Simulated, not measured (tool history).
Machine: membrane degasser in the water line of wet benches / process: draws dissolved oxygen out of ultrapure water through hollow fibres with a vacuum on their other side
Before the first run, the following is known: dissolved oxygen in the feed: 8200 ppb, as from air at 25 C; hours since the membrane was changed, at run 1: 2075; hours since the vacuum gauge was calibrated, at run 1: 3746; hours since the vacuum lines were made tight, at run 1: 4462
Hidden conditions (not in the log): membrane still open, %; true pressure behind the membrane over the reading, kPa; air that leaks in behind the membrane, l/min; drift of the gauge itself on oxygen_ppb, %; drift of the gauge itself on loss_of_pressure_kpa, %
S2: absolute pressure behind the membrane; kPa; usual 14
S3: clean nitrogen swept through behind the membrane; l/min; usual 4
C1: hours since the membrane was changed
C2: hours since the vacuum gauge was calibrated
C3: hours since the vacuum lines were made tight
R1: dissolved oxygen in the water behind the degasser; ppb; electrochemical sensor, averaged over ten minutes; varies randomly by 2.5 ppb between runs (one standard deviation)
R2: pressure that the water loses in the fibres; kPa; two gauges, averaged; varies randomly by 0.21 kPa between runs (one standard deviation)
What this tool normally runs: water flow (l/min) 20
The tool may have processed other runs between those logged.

Run 1, hour 0: usual settings; C1 2075; C2 3746; C3 4462. Result: R1 254.2 ppb, R2 46.84 kPa.
Run 2, hour 38.2: usual settings; C1 2113; C2 3784; C3 4500. Result: R1 254.3 ppb, R2 46.79 kPa.
Run 3, hour 72.1: usual settings; C1 2147; C2 3818; C3 4534. Result: R1 254.6 ppb, R2 46.74 kPa.
Run 4, hour 124.2: usual settings; C1 2199; C2 3870; C3 4586. Result: R1 256.8 ppb, R2 46.92 kPa.
Run 5, hour 158.2: usual settings; C1 2233; C2 3904; C3 4620. Result: R1 253 ppb, R2 46.92 kPa.
Run 6, hour 194.1: usual settings but water flow (l/min) 25; C1 2269; C2 3940; C3 4656. Result: R1 366.4 ppb, R2 58.77 kPa.
Run 7, hour 230.7: usual settings; C1 2306; C2 3977; C3 4693. Result: R1 253.8 ppb, R2 46.87 kPa.
Run 8, hour 285.5: usual settings but S3 6.75 l/min; C1 2361; C2 4031; C3 4747. Result: R1 203.8 ppb, R2 47.03 kPa.
Run 9, hour 330.2: usual settings but water flow (l/min) 26, S3 6.75 l/min; C1 2405; C2 4076; C3 4792. Result: R1 323.4 ppb, R2 61.05 kPa.
Run 10, hour 359.4: usual settings but water flow (l/min) 26, S3 6.75 l/min; C1 2434; C2 4105; C3 4821. Result: R1 324.9 ppb, R2 61.14 kPa.
Run 11, hour 395.5: usual settings but water flow (l/min) 26, S3 6.75 l/min; C1 2471; C2 4141; C3 4857. Result: R1 325.9 ppb, R2 60.91 kPa.
Run 12, hour 447.9: usual settings but water flow (l/min) 26, S3 6.75 l/min; C1 2523; C2 4194; C3 4910. Result: R1 327 ppb, R2 60.89 kPa.

What will run 13 give?
Run 13, hour 497.2: usual settings but water flow (l/min) 25, S3 8.78 l/min; C1 2572; C2 4243; C3 4959. Result: R1 ?, R2 ?.

R1: 283.5 ppb
R2: 58.89 kPa
On a tool with no hidden condition, and with the same random variation, this run would have come out at R1 283.3 ppb, R2 58.87 kPa.
